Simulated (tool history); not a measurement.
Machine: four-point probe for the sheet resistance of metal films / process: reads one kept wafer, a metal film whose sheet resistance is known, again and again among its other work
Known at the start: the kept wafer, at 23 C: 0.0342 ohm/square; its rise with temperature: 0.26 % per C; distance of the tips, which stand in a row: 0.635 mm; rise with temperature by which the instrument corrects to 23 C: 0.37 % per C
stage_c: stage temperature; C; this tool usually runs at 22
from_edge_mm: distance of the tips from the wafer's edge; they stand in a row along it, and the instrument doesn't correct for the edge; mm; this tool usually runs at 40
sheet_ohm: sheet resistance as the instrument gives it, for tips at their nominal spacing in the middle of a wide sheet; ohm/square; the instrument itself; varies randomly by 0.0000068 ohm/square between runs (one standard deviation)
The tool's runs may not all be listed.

Run 1, hour 0: usual settings. Result: sheet_ohm 0.034479 ohm/square.
Run 2, hour 56: usual settings. Result: sheet_ohm 0.034485 ohm/square.
Run 3, hour 142.6: usual settings. Result: sheet_ohm 0.034516 ohm/square.
Run 4, hour 238.4: usual settings. Result: sheet_ohm 0.03451 ohm/square.
Run 5, hour 294.7: usual settings. Result: sheet_ohm 0.034532 ohm/square.
Run 6, hour 391.1: usual settings but from_edge_mm 74 mm. Result: sheet_ohm 0.034525 ohm/square.
Run 7, hour 495.7: usual settings but from_edge_mm 74 mm. Result: sheet_ohm 0.034547 ohm/square.
Run 8, hour 583.9: usual settings but from_edge_mm 74 mm. Result: sheet_ohm 0.034551 ohm/square.
Run 9, hour 659: usual settings. Result: sheet_ohm 0.034556 ohm/square.
Run 10, hour 743.2: usual settings. Result: sheet_ohm 0.034575 ohm/square.
Run 11, hour 792.7: usual settings. Result: sheet_ohm 0.03458 ohm/square.
Run 12, hour 843.6: usual settings but from_edge_mm 63 mm. Result: sheet_ohm 0.034592 ohm/square.
Run 13, hour 955.8: usual settings but stage_c 27 C, from_edge_mm 63 mm. Result: sheet_ohm 0.034417 ohm/square.
Run 14, hour 1025: usual settings but stage_c 27 C, from_edge_mm 63 mm. Result: sheet_ohm 0.034416 ohm/square.
Run 15, hour 1107.2: usual settings but stage_c 27 C, from_edge_mm 10 mm. Result: sheet_ohm 0.034496 ohm/square.
Run 16, hour 1180.8: usual settings but stage_c 27 C, from_edge_mm 10 mm. Result: sheet_ohm 0.034508 ohm/square.
Run 17, hour 1295.8: usual settings but stage_c 31 C, from_edge_mm 29 mm. Result: sheet_ohm 0.034314 ohm/square.
At hour 1305.8: stage's thermometer calibrated.
Run 18, hour 1399.2: usual settings but stage_c 24 C, from_edge_mm 34 mm. Result: sheet_ohm 0.034575 ohm/square.

Run 19, settings as shown, results not yet in. Your forecast:
Run 19, hour 1468.3: usual settings but stage_c 30 C, from_edge_mm 53 mm. Result: sheet_ohm ?.

For run 19 the tool returned sheet_ohm 0.03437 ohm/square.
Were there no unlogged condition in the tool, this run, its random variation unchanged, would have produced sheet_ohm 0.03395 ohm/square.

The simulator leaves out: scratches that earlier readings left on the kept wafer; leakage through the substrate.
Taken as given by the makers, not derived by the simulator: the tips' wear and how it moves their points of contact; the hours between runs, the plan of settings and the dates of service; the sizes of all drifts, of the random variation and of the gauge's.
